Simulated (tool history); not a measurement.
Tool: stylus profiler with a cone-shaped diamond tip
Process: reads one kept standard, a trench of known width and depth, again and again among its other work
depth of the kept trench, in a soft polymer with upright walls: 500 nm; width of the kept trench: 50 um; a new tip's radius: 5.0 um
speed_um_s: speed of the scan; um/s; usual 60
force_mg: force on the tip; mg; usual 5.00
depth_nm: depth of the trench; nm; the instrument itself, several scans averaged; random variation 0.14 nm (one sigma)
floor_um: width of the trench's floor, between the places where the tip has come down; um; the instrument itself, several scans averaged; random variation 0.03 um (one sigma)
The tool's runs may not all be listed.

Run 1, hour 0.0: usual settings. Result: depth_nm 504.70 nm, floor_um 45.16 um.
Run 2, hour 51.7: usual settings. Result: depth_nm 504.52 nm, floor_um 45.14 um.
Run 3, hour 108.7: usual settings. Result: depth_nm 504.66 nm, floor_um 45.11 um.
Run 4, hour 177.4: usual settings. Result: depth_nm 504.75 nm, floor_um 45.12 um.
Run 5, hour 239.0: usual settings. Result: depth_nm 505.02 nm, floor_um 45.06 um.
Run 6, hour 286.8: usual settings. Result: depth_nm 504.77 nm, floor_um 45.02 um.
Run 7, hour 358.3: usual settings but speed_um_s 23 um/s, force_mg 2.49 mg. Result: depth_nm 503.24 nm, floor_um 45.12 um.
At hour 362.5: height scale calibrated on a step standard.
Run 8, hour 401.5: usual settings but speed_um_s 93 um/s, force_mg 2.11 mg. Result: depth_nm 503.29 nm, floor_um 44.75 um.
Run 9, hour 461.8: usual settings but speed_um_s 117 um/s, force_mg 4.54 mg. Result: depth_nm 505.07 nm, floor_um 44.78 um.
Run 10, hour 513.1: usual settings but speed_um_s 116 um/s. Result: depth_nm 505.50 nm, floor_um 44.79 um.
Run 11, hour 545.9: usual settings but speed_um_s 16 um/s, force_mg 2.34 mg. Result: depth_nm 503.46 nm, floor_um 45.05 um.
Run 12, hour 611.7: usual settings but speed_um_s 203 um/s. Result: depth_nm 505.51 nm, floor_um 44.42 um.

3 ways to go on from here, each from the tool as it stands after run 12. What would each give?
Run A, hour 681.5: usual settings but speed_um_s 21 um/s, force_mg 12.66 mg. Result: depth_nm ?, floor_um ?.
Run B, hour 681.5: usual settings but speed_um_s 112 um/s. Result: depth_nm ?, floor_um ?.
Run C, hour 681.5: usual settings but speed_um_s 16 um/s, force_mg 3.32 mg. Result: depth_nm ?, floor_um ?.

run  depth_nm  floor_um
  A    508.94     45.01
  B    505.46     44.67
  C    504.31     44.98
Without the tool's hidden state the same runs would have given:
run  depth_nm  floor_um
  A    507.72     45.59
  B    504.25     45.25
  C    503.11     45.56
